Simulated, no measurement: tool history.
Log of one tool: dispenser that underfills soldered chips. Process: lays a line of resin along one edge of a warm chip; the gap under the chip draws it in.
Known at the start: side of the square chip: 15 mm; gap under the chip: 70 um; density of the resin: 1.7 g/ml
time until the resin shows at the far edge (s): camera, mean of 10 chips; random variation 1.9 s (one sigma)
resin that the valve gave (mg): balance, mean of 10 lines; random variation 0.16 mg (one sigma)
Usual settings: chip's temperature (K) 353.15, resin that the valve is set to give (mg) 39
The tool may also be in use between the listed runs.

run    day  chip's temperature (K)  resin that the valve is set to give (mg)  time until the resin shows at the far edge (s)  resin that the valve gave (mg)
  1      0                  353.15                                        39                                           197.1                           39.04
  2  0.221                  353.15                                        39                                             272                           38.86
  3  0.321                  353.15                                        39                                           318.3                           38.87
     0.354  -- new syringe of resin
  4  0.446                  353.15                                        39                                           203.5                           39.03
  5  0.654                  353.15                                        39                                           279.2                           38.51
     0.771  -- new syringe of resin
  6  0.854                  346.15                                        39                                             270                           38.65
  7  0.992                  346.15                                        39                                           328.5                           38.63
  8  1.117                  346.15                                        39                                           397.7                           39.08
     1.179  -- new syringe of resin
  9  1.225                  353.15                                        39                                           193.9                           38.79
 10   1.45                  364.15                                      46.2                                           178.6                           45.74
     1.592  -- new syringe of resin
 11  1.692                  355.15                                      44.3                                             190                            43.7
 12  1.867                  350.15                                      44.9                                           293.5                           44.14
     2.004  -- new syringe of resin
 13  2.075                  361.15                                      46.7                                           145.4                            45.7
 14  2.192                  356.15                                      46.3                                           207.7                           45.74
     2.417  -- new syringe of resin
 15  2.417                  339.15                                      48.9                                           301.8                           48.23
 16  2.562                  339.15                                      48.9                                           368.9                           48.14
 17  2.717                  339.15                                      48.9                                           472.1                           48.04

Forecast each of these 4 alternatives for the next run:
     2.825  -- new syringe of resin
  A  2.958                  356.15                                      50.6                                               ?                               ?
     2.825  -- new syringe of resin
  B  2.958                  356.15                                      36.7                                               ?                               ?
     2.825  -- new syringe of resin
  C  2.958                  351.15                                      33.3                                               ?                               ?
     2.825  -- new syringe of resin
  D  2.958                  341.15                                      49.3                                               ?                               ?

run  time until the resin shows at the far edge (s)  resin that the valve gave (mg)
  A                                           192.7                           49.92
  B                                           195.1                           36.06
  C                                           247.6                           32.78
  D                                           334.6                           48.48
Without the tool's hidden state the same runs would have given:
run  time until the resin shows at the far edge (s)  resin that the valve gave (mg)
  A                                           166.2                            50.9
  B                                           167.6                           36.77
  C                                           212.5                           33.43
  D                                           290.1                           49.44
